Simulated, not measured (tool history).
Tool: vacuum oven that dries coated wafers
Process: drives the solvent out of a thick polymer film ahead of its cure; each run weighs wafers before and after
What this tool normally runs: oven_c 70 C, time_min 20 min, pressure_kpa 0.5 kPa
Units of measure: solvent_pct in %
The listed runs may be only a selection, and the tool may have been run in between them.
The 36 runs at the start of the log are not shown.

run,hour,oven_c,time_min,pressure_kpa,hours of work since the thermocouples were calibrated,hours of work since the vacuum gauge was cleaned of residue,solvent_pct
37,1472.9,70,18,0.556,289,1495,2.03
38,1515.1,56,11,0.69,316,1522,8.2
39,1561.8,70,20,0.293,346,1552,1.45
40,1605.8,70,20,0.293,374,1580,1.52
41,1649.6,70,20,0.293,402,1608,1.49
42,1679.8,70,21,0.892,421,1627,2.5
43,1717.1,60,24,1.694,445,1651,6.49
44,1773.7,77,27,0.5,481,1687,1.08
45,1800.8,77,27,0.5,498,1704,1.12
46,1843.3,78,14,1.348,525,1731,2.17
47,1898.3,66,33,1.348,560,1766,3.67

What if the next run were any one of these 3? Each begins from the tool's condition after run 47:
A,1925.7,66,25,0.48,577,1783,?
B,1925.7,68,32,0.672,577,1783,?
C,1925.7,73,12,1.161,577,1783,?

run,solvent_pct
A,2.34
B,2.1
C,3.28
Without the tool's hidden state the same runs would have given:
run,solvent_pct
A,1.53
B,1.36
C,2.64
